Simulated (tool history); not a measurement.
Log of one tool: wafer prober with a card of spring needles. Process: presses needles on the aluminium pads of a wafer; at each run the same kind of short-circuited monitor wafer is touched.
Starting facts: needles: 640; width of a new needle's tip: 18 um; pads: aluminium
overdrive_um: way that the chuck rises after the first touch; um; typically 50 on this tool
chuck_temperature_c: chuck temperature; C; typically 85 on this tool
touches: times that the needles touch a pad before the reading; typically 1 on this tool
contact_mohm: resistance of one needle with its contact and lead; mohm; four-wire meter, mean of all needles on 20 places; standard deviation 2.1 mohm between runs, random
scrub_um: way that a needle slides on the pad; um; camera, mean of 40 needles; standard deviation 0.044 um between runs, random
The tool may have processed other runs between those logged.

{"run": 1, "hour": 0.0, "overdrive_um": 50, "chuck_temperature_c": 85, "touches": 1, "contact_mohm": 230, "scrub_um": 12.48}
{"hour": 5.3, "done": "tips cleaned on abrasive film"}
{"hour": 15.9, "done": "tips cleaned on abrasive film"}
{"hour": 26.4, "done": "tips cleaned on abrasive film"}
{"hour": 37.0, "done": "tips cleaned on abrasive film"}
{"hour": 50.1, "done": "tips cleaned on abrasive film"}
{"hour": 63.3, "done": "tips cleaned on abrasive film"}
{"hour": 73.9, "done": "tips cleaned on abrasive film"}
{"run": 2, "hour": 84.0, "overdrive_um": 30, "chuck_temperature_c": 85, "touches": 1, "contact_mohm": 240, "scrub_um": 7.4}
{"hour": 86.7, "done": "tips cleaned on abrasive film"}
{"hour": 99.9, "done": "tips cleaned on abrasive film"}
{"hour": 102.8, "done": "height of the first contact set anew"}
{"hour": 110.7, "done": "tips cleaned on abrasive film"}
{"hour": 123.9, "done": "tips cleaned on abrasive film"}
{"hour": 137.1, "done": "tips cleaned on abrasive film"}
{"run": 3, "hour": 137.8, "overdrive_um": 30, "chuck_temperature_c": 85, "touches": 1, "contact_mohm": 247, "scrub_um": 7.43}
{"hour": 148.4, "done": "tips cleaned on abrasive film"}
{"hour": 161.6, "done": "tips cleaned on abrasive film"}
{"hour": 174.7, "done": "tips cleaned on abrasive film"}
{"hour": 187.9, "done": "tips cleaned on abrasive film"}
{"hour": 201.1, "done": "tips cleaned on abrasive film"}
{"hour": 214.2, "done": "tips cleaned on abrasive film"}
{"hour": 227.4, "done": "tips cleaned on abrasive film"}
{"run": 4, "hour": 233.1, "overdrive_um": 50, "chuck_temperature_c": 85, "touches": 1, "contact_mohm": 229, "scrub_um": 12.39}
{"hour": 238.4, "done": "tips cleaned on abrasive film"}
{"hour": 251.6, "done": "tips cleaned on abrasive film"}
{"hour": 262.1, "done": "tips cleaned on abrasive film"}
{"hour": 275.3, "done": "tips cleaned on abrasive film"}
{"run": 5, "hour": 283.3, "overdrive_um": 50, "chuck_temperature_c": 85, "touches": 1, "contact_mohm": 231, "scrub_um": 12.35}
{"hour": 285.9, "done": "tips cleaned on abrasive film"}
{"hour": 296.5, "done": "tips cleaned on abrasive film"}
{"hour": 307.0, "done": "tips cleaned on abrasive film"}
{"hour": 320.2, "done": "tips cleaned on abrasive film"}
{"hour": 330.8, "done": "tips cleaned on abrasive film"}
{"hour": 343.9, "done": "tips cleaned on abrasive film"}
{"hour": 349.4, "done": "height of the first contact set anew"}
{"run": 6, "hour": 349.5, "overdrive_um": 50, "chuck_temperature_c": 85, "touches": 1, "contact_mohm": 230, "scrub_um": 12.41}
{"hour": 354.8, "done": "tips cleaned on abrasive film"}
{"hour": 365.4, "done": "tips cleaned on abrasive film"}
{"hour": 375.9, "done": "tips cleaned on abrasive film"}
{"hour": 386.5, "done": "tips cleaned on abrasive film"}
{"hour": 399.7, "done": "tips cleaned on abrasive film"}
{"run": 7, "hour": 401.0, "overdrive_um": 50, "chuck_temperature_c": 85, "touches": 2, "contact_mohm": 233, "scrub_um": 12.34}
{"hour": 411.5, "done": "tips cleaned on abrasive film"}
{"hour": 422.1, "done": "tips cleaned on abrasive film"}
{"hour": 435.3, "done": "tips cleaned on abrasive film"}
{"hour": 448.4, "done": "tips cleaned on abrasive film"}
{"hour": 461.6, "done": "tips cleaned on abrasive film"}
{"hour": 474.7, "done": "tips cleaned on abrasive film"}
{"hour": 485.3, "done": "tips cleaned on abrasive film"}
{"run": 8, "hour": 493.9, "overdrive_um": 56, "chuck_temperature_c": 85, "touches": 2, "contact_mohm": 227, "scrub_um": 13.79}
{"hour": 496.6, "done": "tips cleaned on abrasive film"}
{"hour": 509.8, "done": "tips cleaned on abrasive film"}
{"hour": 520.4, "done": "tips cleaned on abrasive film"}
{"hour": 533.5, "done": "tips cleaned on abrasive film"}
{"hour": 544.1, "done": "tips cleaned on abrasive film"}
{"hour": 557.2, "done": "tips cleaned on abrasive film"}
{"run": 9, "hour": 561.4, "overdrive_um": 45, "chuck_temperature_c": 85, "touches": 2, "contact_mohm": 229, "scrub_um": 11.16}
{"hour": 569.4, "done": "tips cleaned on abrasive film"}
{"hour": 579.9, "done": "tips cleaned on abrasive film"}
{"hour": 593.1, "done": "tips cleaned on abrasive film"}
{"hour": 596.0, "done": "height of the first contact set anew"}
{"hour": 606.5, "done": "tips cleaned on abrasive film"}
{"run": 10, "hour": 616.8, "overdrive_um": 50, "chuck_temperature_c": 85, "touches": 2, "contact_mohm": 231, "scrub_um": 12.4}
{"hour": 619.5, "done": "tips cleaned on abrasive film"}
{"hour": 630.1, "done": "tips cleaned on abrasive film"}
{"hour": 643.2, "done": "tips cleaned on abrasive film"}
{"hour": 653.8, "done": "tips cleaned on abrasive film"}
{"hour": 665.6, "done": "tips cleaned on abrasive film"}
{"run": 11, "hour": 665.6, "overdrive_um": 61, "chuck_temperature_c": 32, "touches": 2, "contact_mohm": 213, "scrub_um": 15.2}
{"hour": 676.1, "done": "tips cleaned on abrasive film"}
{"hour": 686.7, "done": "tips cleaned on abrasive film"}
{"hour": 699.8, "done": "tips cleaned on abrasive film"}
{"hour": 710.5, "done": "tips cleaned on abrasive film"}
{"run": 12, "hour": 710.5, "overdrive_um": 61, "chuck_temperature_c": 32, "touches": 2, "contact_mohm": 219, "scrub_um": 15.09}
{"hour": 721.1, "done": "tips cleaned on abrasive film"}
{"hour": 731.6, "done": "tips cleaned on abrasive film"}
{"hour": 744.8, "done": "tips cleaned on abrasive film"}
{"hour": 755.3, "done": "tips cleaned on abrasive film"}
{"run": 13, "hour": 764.6, "overdrive_um": 50, "chuck_temperature_c": 85, "touches": 3, "contact_mohm": 230, "scrub_um": 12.48}
{"hour": 767.3, "done": "tips cleaned on abrasive film"}
{"hour": 780.5, "done": "tips cleaned on abrasive film"}
{"hour": 791.0, "done": "tips cleaned on abrasive film"}
{"hour": 804.2, "done": "tips cleaned on abrasive film"}
{"hour": 817.3, "done": "tips cleaned on abrasive film"}
{"hour": 827.9, "done": "tips cleaned on abrasive film"}
{"hour": 841.0, "done": "tips cleaned on abrasive film"}
{"hour": 841.3, "done": "height of the first contact set anew"}
{"hour": 851.9, "done": "tips cleaned on abrasive film"}
{"run": 14, "hour": 852.3, "overdrive_um": 66, "chuck_temperature_c": 33, "touches": 2, "contact_mohm": 216, "scrub_um": 16.31}
{"hour": 862.9, "done": "tips cleaned on abrasive film"}
{"hour": 873.4, "done": "tips cleaned on abrasive film"}
{"hour": 886.6, "done": "tips cleaned on abrasive film"}
{"hour": 897.1, "done": "tips cleaned on abrasive film"}
{"hour": 907.7, "done": "tips cleaned on abrasive film"}
{"hour": 920.8, "done": "tips cleaned on abrasive film"}
{"hour": 934.0, "done": "tips cleaned on abrasive film"}
{"run": 15, "hour": 944.2, "overdrive_um": 64, "chuck_temperature_c": 44, "touches": 1, "contact_mohm": 221, "scrub_um": 15.84}
{"hour": 946.9, "done": "tips cleaned on abrasive film"}
{"hour": 960.0, "done": "tips cleaned on abrasive film"}
{"hour": 970.6, "done": "tips cleaned on abrasive film"}
{"hour": 983.7, "done": "tips cleaned on abrasive film"}
{"hour": 994.3, "done": "tips cleaned on abrasive film"}
{"hour": 1007.5, "done": "tips cleaned on abrasive film"}
{"hour": 1020.6, "done": "tips cleaned on abrasive film"}
{"hour": 1033.8, "done": "tips cleaned on abrasive film"}
{"run": 16, "hour": 1033.9, "overdrive_um": 34, "chuck_temperature_c": 85, "touches": 1, "contact_mohm": 236, "scrub_um": 8.42}

Alternative continuations, all from the tool just after run 16; predict every row:
{"hour": 1044.4, "done": "tips cleaned on abrasive film"}
{"hour": 1055.0, "done": "tips cleaned on abrasive film"}
{"hour": 1068.1, "done": "tips cleaned on abrasive film"}
{"hour": 1081.3, "done": "tips cleaned on abrasive film"}
{"hour": 1086.8, "done": "height of the first contact set anew"}
{"hour": 1094.7, "done": "tips cleaned on abrasive film"}
{"hour": 1105.3, "done": "tips cleaned on abrasive film"}
{"hour": 1118.5, "done": "tips cleaned on abrasive film"}
{"run": "A", "hour": 1120.9, "overdrive_um": 50, "chuck_temperature_c": 48, "touches": 1, "contact_mohm": "?", "scrub_um": "?"}
{"hour": 1044.4, "done": "tips cleaned on abrasive film"}
{"hour": 1055.0, "done": "tips cleaned on abrasive film"}
{"hour": 1068.1, "done": "tips cleaned on abrasive film"}
{"hour": 1081.3, "done": "tips cleaned on abrasive film"}
{"hour": 1086.8, "done": "height of the first contact set anew"}
{"hour": 1094.7, "done": "tips cleaned on abrasive film"}
{"hour": 1105.3, "done": "tips cleaned on abrasive film"}
{"hour": 1118.5, "done": "tips cleaned on abrasive film"}
{"run": "B", "hour": 1120.9, "overdrive_um": 33, "chuck_temperature_c": 52, "touches": 1, "contact_mohm": "?", "scrub_um": "?"}
{"hour": 1044.4, "done": "tips cleaned on abrasive film"}
{"hour": 1055.0, "done": "tips cleaned on abrasive film"}
{"hour": 1068.1, "done": "tips cleaned on abrasive film"}
{"hour": 1081.3, "done": "tips cleaned on abrasive film"}
{"hour": 1086.8, "done": "height of the first contact set anew"}
{"hour": 1094.7, "done": "tips cleaned on abrasive film"}
{"hour": 1105.3, "done": "tips cleaned on abrasive film"}
{"hour": 1118.5, "done": "tips cleaned on abrasive film"}
{"run": "C", "hour": 1120.9, "overdrive_um": 39, "chuck_temperature_c": 114, "touches": 1, "contact_mohm": "?", "scrub_um": "?"}

run=A contact_mohm=221 scrub_um=12.41
run=B contact_mohm=228 scrub_um=8.1
run=C contact_mohm=243 scrub_um=9.63
Without the tool's hidden state the same runs would have given:
run=A contact_mohm=221 scrub_um=12.41
run=B contact_mohm=228 scrub_um=8.1
run=C contact_mohm=243 scrub_um=9.63
